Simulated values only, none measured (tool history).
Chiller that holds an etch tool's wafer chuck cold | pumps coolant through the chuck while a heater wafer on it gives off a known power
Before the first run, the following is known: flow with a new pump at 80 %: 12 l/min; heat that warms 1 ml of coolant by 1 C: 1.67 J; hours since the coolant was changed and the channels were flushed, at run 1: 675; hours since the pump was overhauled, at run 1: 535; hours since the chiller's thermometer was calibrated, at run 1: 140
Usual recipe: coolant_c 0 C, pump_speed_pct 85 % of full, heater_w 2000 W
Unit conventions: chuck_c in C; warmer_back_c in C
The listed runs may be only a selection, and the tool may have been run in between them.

run	hour	coolant_c	pump_speed_pct	heater_w	hours since the coolant was changed and the channels were flushed	hours since the pump was overhauled	hours since the chiller's thermometer was calibrated	chuck_c	warmer_back_c
1	0	0	85	2000	675	535	140	21.9	5.62
2	43.1	0	85	2000	719	578	183	22	5.65
3	66.4	0	85	2000	742	601	207	21.9	5.62
4	109.3	0	85	2023	785	644	250	22.1	5.64
5	133.4	0	85	2000	809	668	274	21.9	5.69
6	175.8	0	85	2000	851	711	316	21.9	5.66
7	218.3	0	85	2000	894	753	359	21.9	5.66
8	264	0	85	2000	940	799	404	22	5.61
9	300	0	85	2000	975	835	440	22	5.63
10	324.7	5	85	2000	1000	860	465	27.2	5.66
11	372	5	85	2000	1047	907	512	27	5.7
12	399.3	5	85	2000	1075	934	540	27.1	5.66
13	429.2	5	85	2000	1105	964	570	27.1	5.67
14	453.3	5	85	2000	1129	988	594	27.1	5.71
15	496.6	5	85	2000	1172	1031	637	27.3	5.64
16	532.7	5	85	2000	1208	1068	673	27.2	5.62
17	567.8	5	85	2000	1243	1103	708	27.2	5.69
18	594.9	5	95	2193	1270	1130	735	27.7	5.47
19	617.8	-1	76	1600	1293	1153	758	18.1	5.19
20	663.2	7	85	1000	1339	1198	804	18.1	2.87
21	690.3	-9	70	1040	1366	1225	831	4.3	3.72
22	736	-9	70	1040	1412	1271	876	4.1	3.7
23	781.9	-9	70	1040	1457	1317	922	4.1	3.71
24	812.1	-9	70	1040	1488	1347	952	4.2	3.67
25	852.9	-9	70	1040	1528	1388	993	4.3	3.71
26	878.8	-8	99	1096	1554	1414	1019	3	2.58
27	916	2	83	2000	1591	1451	1056	24.5	5.89
28	944.2	-9	85	2370	1620	1479	1085	17.5	6.7
29	983.2	2	64	2000	1659	1518	1123	29.1	7.9
30	1030.7	-9	85	1511	1706	1566	1171	7.9	4.3
31	1072.3	-9	85	1511	1748	1607	1213	7.9	4.36

Below are 3 alternative next runs, each starting from the tool's condition after run 31. Predict each:
A	1121.9	-8	85	2000	1797	1657	1262	?	?
B	1121.9	-7	87	2836	1797	1657	1262	?	?
C	1121.9	0	88	2032	1797	1657	1262	?	?

run	chuck_c	warmer_back_c
A	14.3	5.68
B	24.5	7.92
C	22.3	5.69
The same runs, with their run-to-run variation unchanged, on a tool lacking any hidden condition would have given:
run	chuck_c	warmer_back_c
A	13.6	5.56
B	23.5	7.74
C	21.6	5.57
